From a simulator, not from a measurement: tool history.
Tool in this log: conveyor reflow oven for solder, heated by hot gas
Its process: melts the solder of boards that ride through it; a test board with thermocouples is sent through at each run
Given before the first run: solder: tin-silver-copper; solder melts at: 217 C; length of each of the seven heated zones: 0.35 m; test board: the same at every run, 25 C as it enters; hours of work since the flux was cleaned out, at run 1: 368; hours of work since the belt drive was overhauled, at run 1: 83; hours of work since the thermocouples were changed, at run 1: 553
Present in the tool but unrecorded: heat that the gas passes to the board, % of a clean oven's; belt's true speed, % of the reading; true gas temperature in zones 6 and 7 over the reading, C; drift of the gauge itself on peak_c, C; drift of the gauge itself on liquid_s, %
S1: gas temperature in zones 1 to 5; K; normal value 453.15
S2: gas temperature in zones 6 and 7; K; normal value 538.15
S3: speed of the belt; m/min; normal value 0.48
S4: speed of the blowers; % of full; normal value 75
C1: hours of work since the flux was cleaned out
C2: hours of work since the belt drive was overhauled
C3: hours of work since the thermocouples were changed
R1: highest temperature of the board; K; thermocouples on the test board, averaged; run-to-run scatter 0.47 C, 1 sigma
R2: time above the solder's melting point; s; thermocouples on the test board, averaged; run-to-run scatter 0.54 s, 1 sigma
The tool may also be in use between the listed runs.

run,hour,S1,S2,S3,S4,C1,C2,C3,R1,R2
1,0,453.15,538.15,0.48,75,368,83,553,521.45,63.6
2,38.6,453.15,538.15,0.48,75,385,100,570,520.95,62.7
3,72.9,453.15,532.15,0.48,75,401,115,585,515.35,58.7
4,94.1,453.15,532.15,0.48,75,410,124,594,516.25,58.5
5,136.9,453.15,538.15,0.48,75,429,143,613,521.05,63.1
6,171,453.15,538.15,0.48,75,444,158,628,519.95,62.8
# hour 184.8: flux residue cleaned out of gas plates and filters
7,214.3,453.15,538.15,0.48,75,13,175,645,521.45,64.7
8,238,453.15,547.15,0.48,75,24,186,656,529.75,70.5
9,261.8,453.15,547.15,0.48,75,34,196,666,528.75,70.9
10,304.5,453.15,547.15,0.48,75,53,215,685,529.65,70.3
11,333.2,453.15,538.15,0.48,75,66,228,698,521.35,64.4
12,354.9,453.15,538.15,0.48,75,75,238,708,521.75,64.8
13,389.6,453.15,538.15,0.48,75,91,253,723,521.65,64.8
14,411.3,443.15,538.15,0.48,75,100,263,733,520.25,58.2
15,435.6,443.15,538.15,0.431,68,111,273,743,521.35,66.1
16,460.5,453.15,530.15,0.495,75,122,285,754,513.65,54.6
17,490.4,453.15,530.15,0.495,75,135,298,768,514.15,53.9
18,509.2,453.15,530.15,0.495,75,144,306,776,513.35,54.2
19,533,458.15,537.15,0.447,61,154,317,787,519.75,70.9
20,558.6,453.15,538.15,0.48,89,166,328,798,523.65,65.9
21,593.8,453.15,538.15,0.48,89,181,344,813,522.55,65.9
22,636,453.15,538.15,0.48,89,200,362,832,522.95,66
23,671.2,453.15,542.15,0.562,75,215,378,848,518.75,51
24,695.1,465.15,542.15,0.562,85,226,388,858,523.35,61.5
25,738.6,465.15,542.15,0.419,85,245,408,878,529.85,90.5

The same runs without the tool's hidden state, with the same run-to-run variation:
run,R1,R2
1,524.05,66.3
2,523.55,65.5
3,518.05,62
4,518.95,61.9
5,524.05,66.2
6,522.95,66
7,523.15,66.1
8,531.55,71.7
9,530.65,72.1
10,531.65,71.6
11,523.35,66.1
12,523.85,66.6
13,523.85,66.7
14,522.55,60.4
15,523.65,68.4
16,515.95,57.2
17,516.55,56.6
18,515.75,57
19,522.25,73.1
20,526.25,68
21,525.35,68.1
22,525.75,68.3
23,521.75,53.6
24,526.35,63.6
25,532.85,92.1
